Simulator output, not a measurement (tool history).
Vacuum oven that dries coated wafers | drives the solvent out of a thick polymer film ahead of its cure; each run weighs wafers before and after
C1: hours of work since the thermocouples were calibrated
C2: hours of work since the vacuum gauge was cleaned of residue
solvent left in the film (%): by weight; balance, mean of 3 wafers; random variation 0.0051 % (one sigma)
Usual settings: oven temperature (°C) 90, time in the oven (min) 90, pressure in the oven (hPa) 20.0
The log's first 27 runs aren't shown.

run 28 day=11.617 | oven_temperature_(°C)=79 time_in_the_oven_(min)=68 pressure_in_the_oven_(hPa)=53.2 | C1=11 C2=331 | solvent_left_in_the_film_(%)=6.180
run 29 day=12.146 | oven_temperature_(°C)=79 time_in_the_oven_(min)=68 pressure_in_the_oven_(hPa)=53.2 | C1=17 C2=337 | solvent_left_in_the_film_(%)=6.175
run 30 day=12.654 | oven_temperature_(°C)=90 time_in_the_oven_(min)=96 pressure_in_the_oven_(hPa)=20.0 | C1=22 C2=342 | solvent_left_in_the_film_(%)=1.224
run 31 day=12.958 | oven_temperature_(°C)=80 time_in_the_oven_(min)=90 pressure_in_the_oven_(hPa)=54.1 | C1=25 C2=346 | solvent_left_in_the_film_(%)=4.915
run 32 day=13.279 | oven_temperature_(°C)=88 time_in_the_oven_(min)=82 pressure_in_the_oven_(hPa)=12.1 | C1=29 C2=349 | solvent_left_in_the_film_(%)=1.410
run 33 day=13.729 | oven_temperature_(°C)=76 time_in_the_oven_(min)=150 pressure_in_the_oven_(hPa)=12.1 | C1=34 C2=354 | solvent_left_in_the_film_(%)=1.840
-- day=13.858 oven's thermocouples calibrated, once more
run 34 day=14.142 | oven_temperature_(°C)=95 time_in_the_oven_(min)=64 pressure_in_the_oven_(hPa)=58.2 | C1=3 C2=357 | solvent_left_in_the_film_(%)=2.958
run 35 day=14.467 | oven_temperature_(°C)=95 time_in_the_oven_(min)=64 pressure_in_the_oven_(hPa)=58.2 | C1=6 C2=361 | solvent_left_in_the_film_(%)=2.972
run 36 day=15.046 | oven_temperature_(°C)=90 time_in_the_oven_(min)=74 pressure_in_the_oven_(hPa)=24.2 | C1=13 C2=367 | solvent_left_in_the_film_(%)=2.194
run 37 day=15.450 | oven_temperature_(°C)=90 time_in_the_oven_(min)=108 pressure_in_the_oven_(hPa)=10.7 | C1=17 C2=371 | solvent_left_in_the_film_(%)=0.861
run 38 day=15.938 | oven_temperature_(°C)=94 time_in_the_oven_(min)=86 pressure_in_the_oven_(hPa)=20.0 | C1=22 C2=376 | solvent_left_in_the_film_(%)=1.172
run 39 day=16.479 | oven_temperature_(°C)=98 time_in_the_oven_(min)=71 pressure_in_the_oven_(hPa)=20.1 | C1=28 C2=382 | solvent_left_in_the_film_(%)=1.057
run 40 day=16.850 | oven_temperature_(°C)=92 time_in_the_oven_(min)=84 pressure_in_the_oven_(hPa)=36.2 | C1=32 C2=386 | solvent_left_in_the_film_(%)=2.091
run 41 day=17.229 | oven_temperature_(°C)=81 time_in_the_oven_(min)=109 pressure_in_the_oven_(hPa)=33.8 | C1=36 C2=390 | solvent_left_in_the_film_(%)=3.458
run 42 day=17.683 | oven_temperature_(°C)=88 time_in_the_oven_(min)=90 pressure_in_the_oven_(hPa)=20.0 | C1=40 C2=395 | solvent_left_in_the_film_(%)=1.855
run 43 day=18.138 | oven_temperature_(°C)=88 time_in_the_oven_(min)=90 pressure_in_the_oven_(hPa)=20.0 | C1=45 C2=400 | solvent_left_in_the_film_(%)=1.843
run 44 day=18.379 | oven_temperature_(°C)=91 time_in_the_oven_(min)=127 pressure_in_the_oven_(hPa)=15.4 | C1=48 C2=402 | solvent_left_in_the_film_(%)=0.845
run 45 day=18.817 | oven_temperature_(°C)=90 time_in_the_oven_(min)=122 pressure_in_the_oven_(hPa)=19.3 | C1=53 C2=407 | solvent_left_in_the_film_(%)=1.112
run 46 day=19.371 | oven_temperature_(°C)=90 time_in_the_oven_(min)=122 pressure_in_the_oven_(hPa)=19.3 | C1=58 C2=413 | solvent_left_in_the_film_(%)=1.112

4 ways to go on from here, each from the tool as it stands after run 46. What would each give?
run A day=19.788 | oven_temperature_(°C)=82 time_in_the_oven_(min)=122 pressure_in_the_oven_(hPa)=19.3 | C1=63 C2=417 | solvent_left_in_the_film_(%)=?
run B day=19.788 | oven_temperature_(°C)=90 time_in_the_oven_(min)=122 pressure_in_the_oven_(hPa)=76.6 | C1=63 C2=417 | solvent_left_in_the_film_(%)=?
run C day=19.788 | oven_temperature_(°C)=78 time_in_the_oven_(min)=77 pressure_in_the_oven_(hPa)=60.6 | C1=63 C2=417 | solvent_left_in_the_film_(%)=?
run D day=19.788 | oven_temperature_(°C)=90 time_in_the_oven_(min)=139 pressure_in_the_oven_(hPa)=19.3 | C1=63 C2=417 | solvent_left_in_the_film_(%)=?

run=A solvent_left_in_the_film_(%)=2.093
run=B solvent_left_in_the_film_(%)=3.687
run=C solvent_left_in_the_film_(%)=7.110
run=D solvent_left_in_the_film_(%)=1.024
Without the tool's hidden state the same runs would have given:
run=A solvent_left_in_the_film_(%)=2.006
run=B solvent_left_in_the_film_(%)=3.612
run=C solvent_left_in_the_film_(%)=6.980
run=D solvent_left_in_the_film_(%)=0.975
